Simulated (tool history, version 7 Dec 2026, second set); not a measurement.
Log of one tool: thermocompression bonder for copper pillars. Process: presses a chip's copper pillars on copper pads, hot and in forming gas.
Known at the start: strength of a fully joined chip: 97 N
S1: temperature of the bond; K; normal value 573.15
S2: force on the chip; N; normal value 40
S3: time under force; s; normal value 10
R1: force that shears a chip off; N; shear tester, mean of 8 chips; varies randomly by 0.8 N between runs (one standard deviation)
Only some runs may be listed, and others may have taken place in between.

run   hour      S1  S2  S3    R1
  1    0.0  573.15  40  10  57.8
  2   14.4  573.15  40  10  57.5
  3   27.5  573.15  40  10  57.3
  4   52.2  573.15  40  10  55.3
  5   71.2  563.15  40  10  51.0
  6   95.8  563.15  40  10  48.1
  7  119.4  563.15  40  10  50.6
  8  134.8  567.15  37   6  40.5
  9  155.0  570.15  27  11  39.8
 10  177.3  587.15  33   5  43.9
 11  191.2  587.15  33   5  43.5
 12  204.7  600.15  46  23  87.4
 13  220.5  561.15  29  10  35.3

4 ways to go on from here, each from the tool as it stands after run 13. What would each give?
  A  244.1  589.15  55  17   ?
  B  244.1  578.15  51  10   ?
  C  244.1  561.15  37  18   ?
  D  244.1  551.15  44  13   ?

run    R1
  A  85.6
  B  69.3
  C  55.0
  D  50.3
Without the tool's unlogged condition, the same runs would have read:
run    R1
  A  91.1
  B  76.3
  C  62.0
  D  57.2
